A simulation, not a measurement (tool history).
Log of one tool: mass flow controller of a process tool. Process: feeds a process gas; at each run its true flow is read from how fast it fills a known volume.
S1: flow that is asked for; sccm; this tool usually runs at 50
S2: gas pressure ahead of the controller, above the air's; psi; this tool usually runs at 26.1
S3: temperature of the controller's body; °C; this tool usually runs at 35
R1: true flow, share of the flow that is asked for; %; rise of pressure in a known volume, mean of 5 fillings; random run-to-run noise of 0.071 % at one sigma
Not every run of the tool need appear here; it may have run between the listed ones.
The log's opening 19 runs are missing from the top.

run 20 hour=989.3 | S1=27 S2=26.1 S3=33 | R1=98.93
run 21 hour=1040.2 | S1=81 S2=22.9 S3=35 | R1=99.89
run 22 hour=1081.5 | S1=22 S2=23.1 S3=21 | R1=97.77
run 23 hour=1149.5 | S1=26 S2=23.1 S3=20 | R1=97.64
run 24 hour=1187.9 | S1=26 S2=23.1 S3=20 | R1=97.82
run 25 hour=1235.6 | S1=53 S2=37.6 S3=28 | R1=99.50
run 26 hour=1302.5 | S1=50 S2=26.1 S3=29 | R1=99.07
run 27 hour=1362.2 | S1=50 S2=26.1 S3=37 | R1=99.59
run 28 hour=1429.8 | S1=63 S2=31.5 S3=28 | R1=99.22
run 29 hour=1474.5 | S1=63 S2=31.5 S3=28 | R1=99.31
run 30 hour=1510.6 | S1=50 S2=25.8 S3=35 | R1=99.33
run 31 hour=1556.1 | S1=50 S2=25.8 S3=35 | R1=99.50
run 32 hour=1609.5 | S1=50 S2=25.8 S3=35 | R1=99.45
run 33 hour=1685.2 | S1=50 S2=25.8 S3=35 | R1=99.36
run 34 hour=1738.4 | S1=10 S2=28.9 S3=35 | R1=99.63

5 options for the next run, each taken on its own from the tool as it stands now. Forecast them:
run A hour=1799.1 | S1=38 S2=39.9 S3=38 | R1=?
run B hour=1799.1 | S1=22 S2=39.5 S3=36 | R1=?
run C hour=1799.1 | S1=30 S2=23.1 S3=31 | R1=?
run D hour=1799.1 | S1=10 S2=28.9 S3=38 | R1=?
run E hour=1799.1 | S1=50 S2=34.2 S3=28 | R1=?

run=A R1=100.13
run=B R1=100.04
run=C R1=98.64
run=D R1=99.94
run=E R1=99.17
Stripped of hidden state, with their random variation kept, the same runs would have yielded:
run=A R1=100.36
run=B R1=100.03
run=C R1=98.78
run=D R1=99.24
run=E R1=99.48
